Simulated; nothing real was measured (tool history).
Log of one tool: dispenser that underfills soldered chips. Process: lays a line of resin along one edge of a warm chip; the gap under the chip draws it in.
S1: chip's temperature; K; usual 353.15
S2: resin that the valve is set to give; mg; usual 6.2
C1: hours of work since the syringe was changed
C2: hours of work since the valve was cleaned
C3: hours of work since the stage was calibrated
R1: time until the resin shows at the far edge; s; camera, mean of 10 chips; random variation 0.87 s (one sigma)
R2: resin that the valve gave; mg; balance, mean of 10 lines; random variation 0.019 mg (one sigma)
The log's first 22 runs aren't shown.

{"hour": 92.7, "done": "new syringe of resin"}
{"run": 23, "hour": 93.4, "S1": 363.15, "S2": 7.46, "C1": 0, "C2": 29, "C3": 146, "R1": 57.1, "R2": 7.34}
{"run": 24, "hour": 96.1, "S1": 366.15, "S2": 6.2, "C1": 2, "C2": 31, "C3": 148, "R1": 56.8, "R2": 6.05}
{"run": 25, "hour": 101.3, "S1": 362.15, "S2": 5.45, "C1": 6, "C2": 34, "C3": 151, "R1": 79.8, "R2": 5.35}
{"run": 26, "hour": 103.9, "S1": 351.15, "S2": 7.29, "C1": 7, "C2": 36, "C3": 153, "R1": 126.4, "R2": 7.12}
{"hour": 104.8, "done": "new syringe of resin"}
{"run": 27, "hour": 108.7, "S1": 351.15, "S2": 5.48, "C1": 3, "C2": 39, "C3": 155, "R1": 105.7, "R2": 5.33}
{"run": 28, "hour": 111.8, "S1": 351.15, "S2": 5.48, "C1": 4, "C2": 41, "C3": 157, "R1": 114.9, "R2": 5.35}
{"run": 29, "hour": 115.1, "S1": 351.15, "S2": 5.48, "C1": 7, "C2": 43, "C3": 160, "R1": 130.6, "R2": 5.32}
{"hour": 116.7, "done": "new syringe of resin"}
{"run": 30, "hour": 120.3, "S1": 351.15, "S2": 5.48, "C1": 2, "C2": 46, "C3": 163, "R1": 104.3, "R2": 5.34}
{"run": 31, "hour": 123.4, "S1": 345.15, "S2": 6.33, "C1": 4, "C2": 48, "C3": 165, "R1": 140.4, "R2": 6.14}
{"run": 32, "hour": 126.4, "S1": 366.15, "S2": 6.43, "C1": 6, "C2": 50, "C3": 167, "R1": 68.7, "R2": 6.24}
{"hour": 128.4, "done": "new syringe of resin"}
{"run": 33, "hour": 130.5, "S1": 364.15, "S2": 5.59, "C1": 1, "C2": 53, "C3": 169, "R1": 61.5, "R2": 5.38}
{"run": 34, "hour": 133.4, "S1": 356.15, "S2": 6.19, "C1": 3, "C2": 54, "C3": 171, "R1": 88.7, "R2": 5.95}
{"run": 35, "hour": 136.8, "S1": 341.15, "S2": 5.87, "C1": 5, "C2": 57, "C3": 173, "R1": 181.1, "R2": 5.65}
{"hour": 140.1, "done": "new syringe of resin"}
{"run": 36, "hour": 142.4, "S1": 338.15, "S2": 5.3, "C1": 1, "C2": 60, "C3": 176, "R1": 177.8, "R2": 5.12}

3 ways to go on from here, each from the tool as it stands after run 36. What would each give?
{"run": "A", "hour": 148.5, "S1": 338.15, "S2": 5.9, "C1": 5, "C2": 64, "C3": 180, "R1": "?", "R2": "?"}
{"run": "B", "hour": 148.5, "S1": 356.15, "S2": 6.68, "C1": 5, "C2": 64, "C3": 180, "R1": "?", "R2": "?"}
{"run": "C", "hour": 148.5, "S1": 361.15, "S2": 7.22, "C1": 5, "C2": 64, "C3": 180, "R1": "?", "R2": "?"}

run=A R1=208.7 R2=5.63
run=B R1=99.7 R2=6.4
run=C R1=82.3 R2=6.91
Without the tool's hidden state the same runs would have given:
run=A R1=150.9 R2=5.87
run=B R1=72.5 R2=6.68
run=C R1=59.9 R2=7.21

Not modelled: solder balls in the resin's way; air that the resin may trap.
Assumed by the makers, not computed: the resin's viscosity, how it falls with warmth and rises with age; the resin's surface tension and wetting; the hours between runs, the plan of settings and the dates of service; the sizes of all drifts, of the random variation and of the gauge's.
